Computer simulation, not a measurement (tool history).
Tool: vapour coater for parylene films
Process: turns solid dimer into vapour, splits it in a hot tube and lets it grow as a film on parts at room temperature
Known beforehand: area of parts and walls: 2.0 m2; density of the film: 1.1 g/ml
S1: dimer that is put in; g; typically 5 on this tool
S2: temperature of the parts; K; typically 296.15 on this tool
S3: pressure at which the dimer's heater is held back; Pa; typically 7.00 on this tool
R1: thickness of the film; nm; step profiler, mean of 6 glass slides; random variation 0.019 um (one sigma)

run     day  S1      S2     S3    R1
  1   0.000   5  296.15   7.00  1550
  2   1.088   5  296.15   7.00  1520
  3   1.954   5  296.15   5.97  1540
  4   3.333   4  296.15   7.00  1200
  5   4.258   4  296.15   7.00  1250
  6   5.350   4  293.15   7.00  1330
  7   6.058   5  302.15   7.00  1260
  8   7.096   5  296.15   7.00  1520
  9   8.321   5  296.15   7.00  1470
      9.438  -- trap's valve overhauled
 10   9.892   5  296.15   7.00  1690
 11  10.746   5  296.15   7.00  1650
 12  12.088   5  296.15   7.00  1610
 13  12.908   5  296.15   7.00  1630
 14  14.179   5  296.15   7.05  1600
 15  15.679   5  296.15   7.57  1630
 16  16.642   8  308.15   2.15  1980
 17  17.658   8  308.15   2.15  1980
 18  19.171   6  297.15   5.01  1930
 19  20.142   2  290.15   2.34   820
 20  21.150   5  289.15   5.40  2030
 21  22.550   5  289.15   2.48  2140
 22  23.367   2  289.15   2.48   860
 23  24.208   3  290.15   8.49  1140
 24  25.000   3  290.15   8.49  1130
 25  26.512   4  289.15   2.60  1690
 26  27.900   4  291.15  11.07  1420
 27  28.646   8  299.15   4.54  2370

Predict the results of run 28:
 28  29.496   2  296.15  7.00   ?

R1: 620 nm
Without the tool's hidden state the same run would have given R1 640 nm.
